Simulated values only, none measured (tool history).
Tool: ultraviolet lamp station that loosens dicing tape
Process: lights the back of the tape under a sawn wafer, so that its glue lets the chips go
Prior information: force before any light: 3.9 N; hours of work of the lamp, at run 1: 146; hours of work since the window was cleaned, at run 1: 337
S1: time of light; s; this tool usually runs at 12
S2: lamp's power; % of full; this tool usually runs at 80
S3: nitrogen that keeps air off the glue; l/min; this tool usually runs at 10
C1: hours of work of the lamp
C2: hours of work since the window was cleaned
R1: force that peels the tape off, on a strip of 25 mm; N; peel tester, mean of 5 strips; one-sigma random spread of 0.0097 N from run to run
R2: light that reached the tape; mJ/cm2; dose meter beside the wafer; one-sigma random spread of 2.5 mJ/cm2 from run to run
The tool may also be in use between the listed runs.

{"run": 1, "day": 0.0, "S1": 12, "S2": 80, "S3": 10, "C1": 146, "C2": 337, "R1": 0.505, "R2": 265}
{"run": 2, "day": 0.412, "S1": 12, "S2": 80, "S3": 10, "C1": 150, "C2": 342, "R1": 0.507, "R2": 264}
{"run": 3, "day": 1.254, "S1": 12, "S2": 80, "S3": 10, "C1": 159, "C2": 351, "R1": 0.487, "R2": 266}
{"run": 4, "day": 2.129, "S1": 12, "S2": 80, "S3": 10, "C1": 169, "C2": 360, "R1": 0.504, "R2": 267}
{"run": 5, "day": 3.154, "S1": 12, "S2": 80, "S3": 10, "C1": 180, "C2": 371, "R1": 0.512, "R2": 264}
{"run": 6, "day": 3.975, "S1": 12, "S2": 80, "S3": 10, "C1": 189, "C2": 380, "R1": 0.495, "R2": 264}
{"run": 7, "day": 4.717, "S1": 12, "S2": 80, "S3": 7, "C1": 197, "C2": 388, "R1": 0.639, "R2": 263}
{"run": 8, "day": 5.433, "S1": 12, "S2": 80, "S3": 7, "C1": 204, "C2": 396, "R1": 0.608, "R2": 258}
{"run": 9, "day": 6.242, "S1": 12, "S2": 96, "S3": 3, "C1": 213, "C2": 404, "R1": 0.802, "R2": 308}
{"run": 10, "day": 6.929, "S1": 8, "S2": 66, "S3": 3, "C1": 220, "C2": 412, "R1": 1.78, "R2": 142}
{"run": 11, "day": 7.688, "S1": 8, "S2": 66, "S3": 3, "C1": 229, "C2": 420, "R1": 1.892, "R2": 140}
{"run": 12, "day": 8.65, "S1": 12, "S2": 80, "S3": 10, "C1": 239, "C2": 430, "R1": 0.524, "R2": 257}
{"run": 13, "day": 9.083, "S1": 14, "S2": 82, "S3": 10, "C1": 243, "C2": 435, "R1": 0.391, "R2": 308}

What if the next run were any one of these 3? Each begins from the tool's condition after run 13:
{"run": "A", "day": 9.721, "S1": 7, "S2": 80, "S3": 10, "C1": 250, "C2": 442, "R1": "?", "R2": "?"}
{"run": "B", "day": 9.721, "S1": 12, "S2": 96, "S3": 10, "C1": 250, "C2": 442, "R1": "?", "R2": "?"}
{"run": "C", "day": 9.721, "S1": 23, "S2": 82, "S3": 10, "C1": 250, "C2": 442, "R1": "?", "R2": "?"}

run=A R1=1.113 R2=144
run=B R1=0.389 R2=307
run=C R1=0.195 R2=503
Stripped of hidden state, with their random variation kept, the same runs would have yielded:
run=A R1=0.932 R2=167
run=B R1=0.304 R2=354
run=C R1=0.174 R2=581

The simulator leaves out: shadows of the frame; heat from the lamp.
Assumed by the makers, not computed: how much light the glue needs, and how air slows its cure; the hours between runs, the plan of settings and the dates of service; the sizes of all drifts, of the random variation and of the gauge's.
